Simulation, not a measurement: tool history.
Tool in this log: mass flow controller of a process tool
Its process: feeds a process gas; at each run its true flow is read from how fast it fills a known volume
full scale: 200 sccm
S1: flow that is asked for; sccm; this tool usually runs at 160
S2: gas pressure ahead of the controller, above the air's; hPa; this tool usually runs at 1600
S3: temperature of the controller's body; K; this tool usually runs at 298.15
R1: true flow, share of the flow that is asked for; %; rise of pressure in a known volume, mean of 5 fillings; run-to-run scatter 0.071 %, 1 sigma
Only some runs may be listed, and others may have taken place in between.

{"run": 1, "hour": 0.0, "S1": 160, "S2": 1600, "S3": 298.15, "R1": 100.09}
{"run": 2, "hour": 105.2, "S1": 160, "S2": 1600, "S3": 298.15, "R1": 100.14}
{"run": 3, "hour": 201.1, "S1": 160, "S2": 2040, "S3": 298.15, "R1": 99.84}
{"run": 4, "hour": 344.7, "S1": 160, "S2": 1600, "S3": 294.15, "R1": 99.88}
{"run": 5, "hour": 407.2, "S1": 160, "S2": 1600, "S3": 298.15, "R1": 100.1}
{"run": 6, "hour": 503.9, "S1": 160, "S2": 1600, "S3": 298.15, "R1": 100.19}
{"run": 7, "hour": 648.5, "S1": 160, "S2": 1600, "S3": 298.15, "R1": 100.26}
{"run": 8, "hour": 725.8, "S1": 160, "S2": 1600, "S3": 298.15, "R1": 100.12}
{"run": 9, "hour": 867.6, "S1": 160, "S2": 2380, "S3": 298.15, "R1": 100}
{"run": 10, "hour": 1022.9, "S1": 160, "S2": 1600, "S3": 298.15, "R1": 100.24}
{"hour": 1036.1, "done": "controller's zero set anew"}
{"run": 11, "hour": 1159.3, "S1": 28, "S2": 1600, "S3": 298.15, "R1": 96}
{"run": 12, "hour": 1286.1, "S1": 28, "S2": 1600, "S3": 298.15, "R1": 95.91}
{"run": 13, "hour": 1375.1, "S1": 28, "S2": 1600, "S3": 298.15, "R1": 95.91}
{"run": 14, "hour": 1520.7, "S1": 28, "S2": 1600, "S3": 298.15, "R1": 95.71}
{"run": 15, "hour": 1630.1, "S1": 51, "S2": 2460, "S3": 304.15, "R1": 98.26}
{"run": 16, "hour": 1719.9, "S1": 91, "S2": 1600, "S3": 296.15, "R1": 99.04}
{"hour": 1759.4, "done": "controller's zero set anew, once more"}
{"run": 17, "hour": 1791.6, "S1": 91, "S2": 1960, "S3": 309.15, "R1": 101.38}

Run 18 is up next; what results do you expect?
{"run": 18, "hour": 1875.8, "S1": 91, "S2": 1960, "S3": 309.15, "R1": "?"}

{"run 18": {"R1": 101.29}}
Had the tool carried no hidden state, the very same run would have given R1 100.31 %.
